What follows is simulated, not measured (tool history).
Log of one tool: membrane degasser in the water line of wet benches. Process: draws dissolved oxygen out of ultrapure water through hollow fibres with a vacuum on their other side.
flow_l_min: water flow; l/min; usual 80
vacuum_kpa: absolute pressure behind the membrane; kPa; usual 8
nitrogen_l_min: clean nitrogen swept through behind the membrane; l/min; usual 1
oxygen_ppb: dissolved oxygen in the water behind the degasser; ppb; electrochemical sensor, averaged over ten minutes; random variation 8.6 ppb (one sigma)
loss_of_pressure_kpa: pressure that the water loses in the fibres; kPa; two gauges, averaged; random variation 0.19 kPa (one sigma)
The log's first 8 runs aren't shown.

run    hour  flow_l_min  vacuum_kpa  nitrogen_l_min  oxygen_ppb  loss_of_pressure_kpa
  9   382.2          80           8            0.82       959.9                 36.88
 10     438          80           8            0.82       924.5                 36.47
 11   473.4          80        6.64            0.82       750.2                 36.91
 12   520.8          80           8               1       866.7                 36.45
 13   571.8          65           8               1       685.4                 29.94
 14   627.2          80           8               1       850.8                 37.03
 15   703.5          80           8               1         850                 36.77
 16     781          52           8               1       554.5                 23.71
 17   814.2          96       18.55               1      2183.3                 44.24
 18   889.3          80       12.68            1.41      1140.3                 36.94
 19   960.3          93        5.75            0.76       757.5                 42.84
 20  1001.7          93        5.75            0.76       779.2                 42.89
 21  1047.2         101        5.75            1.68       678.1                 47.01
 22  1110.7         101        5.75            1.68       680.4                 46.37
 23  1141.9          80       14.37            0.99      1548.5                 37.06
 24  1214.4          68       14.37            0.99      1360.6                 31.56
 25  1292.1          68       10.81            0.54      1359.3                 31.41
 26  1323.5          71        7.36            0.89         726                 32.75
 27  1358.1          51        13.2            0.89      1064.7                 23.46
 28  1391.3          54       12.94            1.14       926.2                 25.07
 29  1448.5          54       12.94            1.14       924.2                 24.66
 30  1485.4          80       11.26            0.47      1693.9                 37.27
 31  1549.3          80       11.26            0.47      1701.7                 37.24
 32  1599.7          80       11.26            0.47      1705.3                 36.89

Forecast each of these 3 alternatives for the next run:
  A  1663.5          51       10.44            0.84           ?                     ?
  B  1663.5         107       16.03             1.4           ?                     ?
  C  1663.5         112       10.23            2.46           ?                     ?

run  oxygen_ppb  loss_of_pressure_kpa
  A       822.5                 23.65
  B      1791.4                 49.22
  C      1029.1                 51.28
Without the tool's hidden state the same runs would have given:
run  oxygen_ppb  loss_of_pressure_kpa
  A       821.7                 23.64
  B      1790.5                  49.2
  C      1028.2                 51.26
